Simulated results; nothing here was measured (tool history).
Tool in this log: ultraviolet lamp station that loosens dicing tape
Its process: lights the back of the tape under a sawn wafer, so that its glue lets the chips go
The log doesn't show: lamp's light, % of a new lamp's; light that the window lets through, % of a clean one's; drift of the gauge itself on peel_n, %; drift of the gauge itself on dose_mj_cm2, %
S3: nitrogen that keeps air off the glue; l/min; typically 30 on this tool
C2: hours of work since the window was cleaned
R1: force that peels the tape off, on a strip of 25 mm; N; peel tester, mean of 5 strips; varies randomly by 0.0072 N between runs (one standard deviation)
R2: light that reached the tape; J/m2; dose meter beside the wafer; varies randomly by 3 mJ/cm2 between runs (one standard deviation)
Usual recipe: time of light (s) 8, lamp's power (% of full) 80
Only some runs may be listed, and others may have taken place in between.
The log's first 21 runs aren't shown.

run 22 hour=336.6 | time_of_light_(s)=5 lamp's_power_(%_of_full)=66 S3=36 | hours_of_work_of_the_lamp=545 C2=151 | R1=1.128 R2=1540
run 23 hour=355 | time_of_light_(s)=8 lamp's_power_(%_of_full)=62 S3=36 | hours_of_work_of_the_lamp=558 C2=165 | R1=0.7 R2=2330
run 24 hour=366.4 | time_of_light_(s)=8 lamp's_power_(%_of_full)=69 S3=30 | hours_of_work_of_the_lamp=567 C2=173 | R1=0.648 R2=2540
run 25 hour=380.3 | time_of_light_(s)=15 lamp's_power_(%_of_full)=75 S3=29 | hours_of_work_of_the_lamp=577 C2=183 | R1=0.191 R2=5180
run 26 hour=393.9 | time_of_light_(s)=6 lamp's_power_(%_of_full)=70 S3=53 | hours_of_work_of_the_lamp=587 C2=193 | R1=0.833 R2=1900
-- hour=414.7 window cleaned of glue's vapour
run 27 hour=416.2 | time_of_light_(s)=6 lamp's_power_(%_of_full)=86 S3=53 | hours_of_work_of_the_lamp=602 C2=1 | R1=0.543 R2=2630
run 28 hour=438.6 | time_of_light_(s)=6 lamp's_power_(%_of_full)=80 S3=55 | hours_of_work_of_the_lamp=619 C2=17 | R1=0.591 R2=2430
run 29 hour=453.9 | time_of_light_(s)=11 lamp's_power_(%_of_full)=62 S3=45 | hours_of_work_of_the_lamp=630 C2=29 | R1=0.374 R2=3330
run 30 hour=470.3 | time_of_light_(s)=9 lamp's_power_(%_of_full)=79 S3=11 | hours_of_work_of_the_lamp=642 C2=40 | R1=0.581 R2=3470
run 31 hour=489.7 | time_of_light_(s)=11 lamp's_power_(%_of_full)=95 S3=9 | hours_of_work_of_the_lamp=656 C2=55 | R1=0.338 R2=4990
run 32 hour=509.6 | time_of_light_(s)=11 lamp's_power_(%_of_full)=95 S3=9 | hours_of_work_of_the_lamp=670 C2=69 | R1=0.357 R2=4870
run 33 hour=519.3 | time_of_light_(s)=8 lamp's_power_(%_of_full)=80 S3=39 | hours_of_work_of_the_lamp=677 C2=76 | R1=0.455 R2=3010

Run 34 has not been measured yet. What should we expect?
run 34 hour=530.2 | time_of_light_(s)=7 lamp's_power_(%_of_full)=79 S3=26 | hours_of_work_of_the_lamp=685 C2=84 | R1=? R2=?

{"run 34": {"R1": 0.665, "R2": 2490}}
Were there no unlogged condition in the tool, this run, its random variation unchanged, would have produced R1 0.347 N, R2 3710 J/m2.

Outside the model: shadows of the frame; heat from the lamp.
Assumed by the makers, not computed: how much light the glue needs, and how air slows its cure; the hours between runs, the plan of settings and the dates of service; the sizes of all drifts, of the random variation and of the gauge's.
